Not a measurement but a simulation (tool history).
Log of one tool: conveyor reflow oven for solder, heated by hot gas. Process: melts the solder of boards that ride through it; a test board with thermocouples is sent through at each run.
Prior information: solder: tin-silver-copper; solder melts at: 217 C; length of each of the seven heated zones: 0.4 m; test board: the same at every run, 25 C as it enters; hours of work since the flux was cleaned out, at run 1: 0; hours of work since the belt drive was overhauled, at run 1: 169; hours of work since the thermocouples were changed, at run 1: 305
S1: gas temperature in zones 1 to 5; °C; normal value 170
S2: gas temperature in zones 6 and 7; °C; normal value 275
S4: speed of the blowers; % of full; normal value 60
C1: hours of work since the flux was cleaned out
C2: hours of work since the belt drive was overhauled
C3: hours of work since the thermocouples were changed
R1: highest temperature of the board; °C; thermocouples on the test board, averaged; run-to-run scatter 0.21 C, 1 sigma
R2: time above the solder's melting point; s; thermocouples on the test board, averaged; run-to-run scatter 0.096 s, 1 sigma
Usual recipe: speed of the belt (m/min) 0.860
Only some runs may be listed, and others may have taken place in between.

Run 1, day 0.000: usual settings; C1 0; C2 169; C3 305. Result: R1 255.8 °C, R2 42.26 s.
Run 2, day 0.592: usual settings but S1 182 °C; C1 9; C2 178; C3 315. Result: R1 258.0 °C, R2 46.43 s.
Run 3, day 0.983: usual settings but S1 165 °C; C1 15; C2 185; C3 321. Result: R1 254.8 °C, R2 40.53 s.
Run 4, day 1.571: usual settings but S1 165 °C; C1 25; C2 194; C3 330. Result: R1 255.0 °C, R2 40.41 s.
Run 5, day 2.062: usual settings but S1 165 °C; C1 32; C2 202; C3 338. Result: R1 254.8 °C, R2 40.64 s.
Run 6, day 2.475: usual settings but S1 165 °C; C1 39; C2 208; C3 344. Result: R1 254.6 °C, R2 40.49 s.
Run 7, day 2.988: usual settings but speed of the belt (m/min) 0.817; C1 47; C2 216; C3 352. Result: R1 257.0 °C, R2 45.42 s.
Run 8, day 3.321: usual settings but S2 274 °C; C1 52; C2 221; C3 357. Result: R1 254.8 °C, R2 41.80 s.
Run 9, day 3.892: usual settings but S2 289 °C, S4 64 % of full; C1 61; C2 230; C3 366. Result: R1 269.1 °C, R2 47.97 s.
Run 10, day 4.150: usual settings but S1 179 °C, S2 289 °C, speed of the belt (m/min) 0.917, S4 64 % of full; C1 65; C2 234; C3 371. Result: R1 268.2 °C, R2 46.38 s.
Run 11, day 4.538: usual settings but S1 179 °C, S2 289 °C, speed of the belt (m/min) 0.917, S4 64 % of full; C1 71; C2 240; C3 377. Result: R1 268.2 °C, R2 46.42 s.
At day 4.750: belt drive overhauled, speed set with a stopwatch.
Run 12, day 5.212: usual settings but S1 161 °C, S2 289 °C, speed of the belt (m/min) 1.011, S4 64 % of full; C1 79; C2 7; C3 385. Result: R1 260.8 °C, R2 35.67 s.
Run 13, day 5.479: usual settings but S1 161 °C, S2 289 °C, speed of the belt (m/min) 1.011, S4 64 % of full; C1 83; C2 11; C3 389. Result: R1 260.2 °C, R2 35.56 s.
Run 14, day 5.879: usual settings but S1 161 °C, S2 287 °C, speed of the belt (m/min) 0.741, S4 65 % of full; C1 90; C2 18; C3 395. Result: R1 271.4 °C, R2 54.63 s.
Run 15, day 6.238: usual settings but S1 156 °C, S4 63 % of full; C1 95; C2 23; C3 401. Result: R1 254.1 °C, R2 38.38 s.
Run 16, day 6.538: usual settings but S1 156 °C, S4 63 % of full; C1 100; C2 28; C3 405. Result: R1 253.6 °C, R2 38.34 s.

What if the next run were any one of these 4? Each begins from the tool's condition after run 16:
At day 7.038: belt drive overhauled, speed set with a stopwatch, once more.
Run A, day 7.083: usual settings but S1 178 °C, speed of the belt (m/min) 0.727, S4 89 % of full; C1 106; C2 1; C3 411. Result: R1 ?, R2 ?.
At day 7.038: belt drive overhauled, speed set with a stopwatch, once more.
Run B, day 7.083: usual settings but S1 156 °C, S4 58 % of full; C1 106; C2 1; C3 411. Result: R1 ?, R2 ?.
At day 7.038: belt drive overhauled, speed set with a stopwatch, once more.
Run C, day 7.083: usual settings but S1 156 °C, S4 56 % of full; C1 106; C2 1; C3 411. Result: R1 ?, R2 ?.
At day 7.038: belt drive overhauled, speed set with a stopwatch, once more.
Run D, day 7.083: usual settings but S2 282 °C, speed of the belt (m/min) 0.831, S4 59 % of full; C1 106; C2 1; C3 411. Result: R1 ?, R2 ?.

run     R1     R2
  A  267.0  59.03
  B  252.0  36.81
  C  251.0  36.16
  D  262.2  46.77
Take away the tool's hidden state, keep each run's random variation, and the runs would have read:
run     R1     R2
  A  269.1  59.74
  B  254.1  38.03
  C  253.1  37.40
  D  264.2  47.70
